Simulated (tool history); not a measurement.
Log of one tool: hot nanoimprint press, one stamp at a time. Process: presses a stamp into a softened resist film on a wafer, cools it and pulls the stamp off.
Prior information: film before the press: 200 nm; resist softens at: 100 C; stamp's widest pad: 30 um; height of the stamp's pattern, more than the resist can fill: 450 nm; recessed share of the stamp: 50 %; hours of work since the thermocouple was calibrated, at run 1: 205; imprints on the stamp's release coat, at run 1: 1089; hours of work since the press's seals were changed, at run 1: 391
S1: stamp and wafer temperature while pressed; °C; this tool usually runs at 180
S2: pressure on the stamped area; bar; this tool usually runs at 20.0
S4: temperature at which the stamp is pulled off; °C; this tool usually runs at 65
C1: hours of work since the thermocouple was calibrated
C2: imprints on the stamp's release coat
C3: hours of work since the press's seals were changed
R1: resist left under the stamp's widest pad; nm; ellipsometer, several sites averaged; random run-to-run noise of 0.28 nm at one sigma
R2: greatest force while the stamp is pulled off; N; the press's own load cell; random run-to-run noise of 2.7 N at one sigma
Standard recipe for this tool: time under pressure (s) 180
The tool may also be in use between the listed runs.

Run 1, hour 0.0: usual settings; C1 205; C2 1089; C3 391. Result: R1 120.6 nm, R2 227 N.
Run 2, hour 11.3: usual settings; C1 213; C2 1118; C3 400. Result: R1 120.1 nm, R2 230 N.
Run 3, hour 32.7: usual settings; C1 228; C2 1173; C3 415. Result: R1 120.6 nm, R2 231 N.
Run 4, hour 51.0: usual settings; C1 241; C2 1220; C3 428. Result: R1 120.7 nm, R2 226 N.
Run 5, hour 71.0: usual settings; C1 256; C2 1272; C3 443. Result: R1 120.8 nm, R2 234 N.
Run 6, hour 93.4: usual settings; C1 272; C2 1329; C3 459. Result: R1 120.4 nm, R2 234 N.
Run 7, hour 102.4: usual settings; C1 278; C2 1352; C3 465. Result: R1 121.0 nm, R2 234 N.
Run 8, hour 123.8: usual settings; C1 294; C2 1407; C3 481. Result: R1 121.1 nm, R2 238 N.
Run 9, hour 142.0: usual settings; C1 307; C2 1454; C3 494. Result: R1 121.3 nm, R2 238 N.
Run 10, hour 158.7: usual settings; C1 319; C2 1497; C3 506. Result: R1 121.5 nm, R2 240 N.
Run 11, hour 170.0: usual settings; C1 327; C2 1526; C3 514. Result: R1 121.1 nm, R2 240 N.
Run 12, hour 179.8: usual settings but time under pressure (s) 195; C1 334; C2 1551; C3 521. Result: R1 118.4 nm, R2 237 N.
Run 13, hour 200.8: usual settings but S1 187 °C, time under pressure (s) 195; C1 349; C2 1605; C3 536. Result: R1 92.6 nm, R2 236 N.
Run 14, hour 215.3: usual settings but S1 187 °C, time under pressure (s) 195; C1 360; C2 1642; C3 546. Result: R1 92.5 nm, R2 253 N.
At hour 219.4: plate thermocouple calibrated.
Run 15, hour 232.4: usual settings; C1 9; C2 1678; C3 557. Result: R1 122.6 nm, R2 242 N.
Run 16, hour 244.5: usual settings but S1 192 °C, S2 24.0 bar, S4 71 °C; C1 18; C2 1709; C3 565. Result: R1 73.7 nm, R2 228 N.
Run 17, hour 255.2: usual settings but S1 192 °C, S2 24.0 bar, S4 71 °C; C1 26; C2 1737; C3 573. Result: R1 73.8 nm, R2 234 N.
Run 18, hour 264.9: usual settings but S1 192 °C, S2 24.0 bar, S4 71 °C; C1 33; C2 1762; C3 580. Result: R1 73.8 nm, R2 231 N.
Run 19, hour 278.4: usual settings but S1 183 °C, S2 27.3 bar, time under pressure (s) 120; C1 42; C2 1796; C3 590. Result: R1 112.6 nm, R2 248 N.
Run 20, hour 300.5: usual settings but time under pressure (s) 144, S4 67 °C; C1 58; C2 1853; C3 606. Result: R1 131.2 nm, R2 243 N.
Run 21, hour 317.7: usual settings but time under pressure (s) 136, S4 71 °C; C1 71; C2 1897; C3 618. Result: R1 133.5 nm, R2 233 N.
At hour 331.2: plate thermocouple calibrated, once more.
Run 22, hour 333.9: usual settings but time under pressure (s) 136, S4 71 °C; C1 2; C2 1931; C3 627. Result: R1 128.6 nm, R2 232 N.
Run 23, hour 348.4: usual settings but S1 184 °C, S2 21.1 bar, time under pressure (s) 256, S4 60 °C; C1 12; C2 1968; C3 638. Result: R1 88.8 nm, R2 256 N.
Run 24, hour 360.8: usual settings but time under pressure (s) 145; C1 21; C2 2000; C3 647. Result: R1 126.6 nm, R2 250 N.
Run 25, hour 379.9: usual settings but S1 178 °C, S2 31.6 bar, time under pressure (s) 114, S4 56 °C; C1 35; C2 2049; C3 660. Result: R1 124.8 nm, R2 261 N.
Run 26, hour 400.3: usual settings but S1 171 °C, S2 31.6 bar, time under pressure (s) 114, S4 56 °C; C1 50; C2 2102; C3 675. Result: R1 153.0 nm, R2 262 N.
Run 27, hour 409.7: usual settings but S2 27.3 bar; C1 56; C2 2126; C3 682. Result: R1 106.1 nm, R2 249 N.
Run 28, hour 426.9: usual settings but S2 19.5 bar, time under pressure (s) 243, S4 55 °C; C1 69; C2 2170; C3 694. Result: R1 109.1 nm, R2 267 N.
Run 29, hour 447.6: usual settings but S2 19.5 bar, time under pressure (s) 243, S4 55 °C; C1 84; C2 2223; C3 709. Result: R1 109.2 nm, R2 273 N.

Below are 5 alternative next runs, each starting from the tool's condition after run 29. Predict each:
Run A, hour 467.0: usual settings but S2 19.5 bar, time under pressure (s) 243, S4 62 °C; C1 98; C2 2273; C3 723. Result: R1 ?, R2 ?.
Run B, hour 467.0: usual settings but time under pressure (s) 158, S4 70 °C; C1 98; C2 2273; C3 723. Result: R1 ?, R2 ?.
Run C, hour 467.0: usual settings but S2 19.5 bar, time under pressure (s) 243, S4 57 °C; C1 98; C2 2273; C3 723. Result: R1 ?, R2 ?.
Run D, hour 467.0: usual settings but S1 169 °C, time under pressure (s) 96; C1 98; C2 2273; C3 723. Result: R1 ?, R2 ?.
Run E, hour 467.0: usual settings but S2 14.8 bar, time under pressure (s) 113, S4 69 °C; C1 98; C2 2273; C3 723. Result: R1 ?, R2 ?.

run     R1   R2
  A  109.3  258
  B  124.2  247
  C  109.5  271
  D  177.0  247
  E  147.6  245
Take away the tool's hidden state, keep each run's random variation, and the runs would have read:
run     R1   R2
  A  107.8  211
  B  122.6  202
  C  107.9  222
  D  176.1  203
  E  146.6  200
